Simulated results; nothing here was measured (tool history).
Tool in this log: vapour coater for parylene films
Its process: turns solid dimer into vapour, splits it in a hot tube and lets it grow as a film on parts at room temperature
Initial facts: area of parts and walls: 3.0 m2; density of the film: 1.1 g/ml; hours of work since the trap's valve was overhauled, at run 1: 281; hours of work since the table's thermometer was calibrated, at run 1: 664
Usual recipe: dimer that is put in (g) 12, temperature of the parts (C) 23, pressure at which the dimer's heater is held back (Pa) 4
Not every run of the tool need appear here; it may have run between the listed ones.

run    hour  dimer that is put in (g)  temperature of the parts (C)  pressure at which the dimer's heater is held back (Pa)  hours of work since the trap's valve was overhauled  hours of work since the table's thermometer was calibrated  thickness of the film (nm)
  1       0                        12                            23                                                       4                                                  281                                                         664                        3000
  2    44.7                        12                            23                                                       4                                                  299                                                         682                        3000
  3      71                        12                            23                                                       4                                                  310                                                         693                        2970
  4   111.1                        12                            23                                                       4                                                  326                                                         709                        2990
  5   141.2                        12                            23                                                       4                                                  338                                                         721                        3000
  6   165.1                        16                            23                                                       4                                                  348                                                         731                        4020
  7   205.9                        16                            23                                                       4                                                  364                                                         748                        4000
        222  -- trap's valve overhauled
  8   242.2                        16                            23                                                       4                                                    8                                                         761                        3990
  9   277.4                        16                            23                                                       4                                                   22                                                         775                        4000
 10   333.9                        12                            31                                                       4                                                   45                                                         798                        2450
 11   387.9                        12                            15                                                       4                                                   67                                                         819                        3570
 12   413.7                        12                            23                                                    6.89                                                   77                                                         830                        2700
 13   468.7                        12                            23                                                    9.99                                                  100                                                         852                        2500
 14   497.8                        12                            23                                                    9.99                                                  111                                                         864                        2500
 15   539.4                        12                            23                                                    9.99                                                  128                                                         881                        2510
 16   594.4                        12                            23                                                       4                                                  150                                                         903                        3020
 17   650.5                        12                            23                                                       4                                                  173                                                         926                        3020
 18   695.5                        12                            23                                                       4                                                  191                                                         944                        3020
 19   751.1                        12                            23                                                       4                                                  214                                                         966                        3040
 20     777                        12                            23                                                       4                                                  224                                                         977                        3020
 21     821                        12                            23                                                       4                                                  242                                                         994                        3030
 22     877                        12                            23                                                       4                                                  265                                                        1017                        3060
 23   915.1                        12                            23                                                       4                                                  280                                                        1032                        3040
 24   956.3                        12                            23                                                       4                                                  297                                                        1049                        3040
 25   991.9                         5                            22                                                    3.43                                                  311                                                        1063                        1350
 26    1039                        12                            23                                                   11.79                                                  330                                                        1082                        2430
 27  1086.9                         6                            15                                                   10.32                                                  349                                                        1102                        1540
     1142.4  -- trap's valve overhauled
 28  1142.4                         6                            30                                                    7.19                                                    0                                                        1123                        1130
 29  1179.7                         6                            34                                                    3.93                                                   15                                                        1138                        1160
 30  1216.9                         6                            34                                                    3.93                                                   30                                                        1153                        1160
 31  1258.5                         6                            32                                                    4.23                                                   47                                                        1170                        1220
 32  1289.7                         8                            30                                                       4                                                   60                                                        1182                        1700
 33  1335.7                         8                            30                                                       4                                                   78                                                        1201                        1700
 34  1391.4                         8                            28                                                    4.24                                                  101                                                        1223                        1780
 35  1429.8                        19                            17                                                    3.03                                                  116                                                        1239                        5760
 36  1459.8                        12                            28                                                       4                                                  128                                                        1251                        2710
 37    1507                        12                            28                                                       4                                                  147                                                        1270                        2710
 38  1541.2                        12                            28                                                    4.69                                                  161                                                        1284                        2620
 39  1565.8                        12                            28                                                    4.69                                                  171                                                        1294                        2630
 40  1598.6                        12                            28                                                    4.69                                                  184                                                        1307                        2630
 41  1623.5                        12                            27                                                    7.16                                                  194                                                        1317                        2490
     1651.4  -- gauge calibrated
 42  1676.3                        12                            27                                                    7.16                                                  216                                                        1338                        2410
 43  1718.6                        19                            32                                                     5.6                                                  233                                                        1355                        3540
 44  1760.9                         7                            19                                                    6.04                                                  250                                                        1372                        1780
 45  1802.7                         7                            19                                                    6.04                                                  267                                                        1389                        1760
 46  1834.7                         6                            19                                                    9.39                                                  280                                                        1402                        1380
 47  1891.2                         5                            18                                                    5.63                                                  303                                                        1425                        1320
 48    1930                        18                            17                                                    8.35                                                  318                                                        1441                        4520

Here are 3 independent what-if runs from the current tool condition. What would each one return?
  A  1961.9                        12                            17                                                       4                                                  331                                                        1454                           ?
  B  1961.9                        11                            28                                                    2.84                                                  331                                                        1454                           ?
  C  1961.9                        18                            18                                                    3.98                                                  331                                                        1454                           ?

run  thickness of the film (nm)
  A                        3490
  B                        2620
  C                        5130
Take away the tool's hidden state, keep each run's random variation, and the runs would have read:
run  thickness of the film (nm)
  A                        3480
  B                        2610
  C                        5110

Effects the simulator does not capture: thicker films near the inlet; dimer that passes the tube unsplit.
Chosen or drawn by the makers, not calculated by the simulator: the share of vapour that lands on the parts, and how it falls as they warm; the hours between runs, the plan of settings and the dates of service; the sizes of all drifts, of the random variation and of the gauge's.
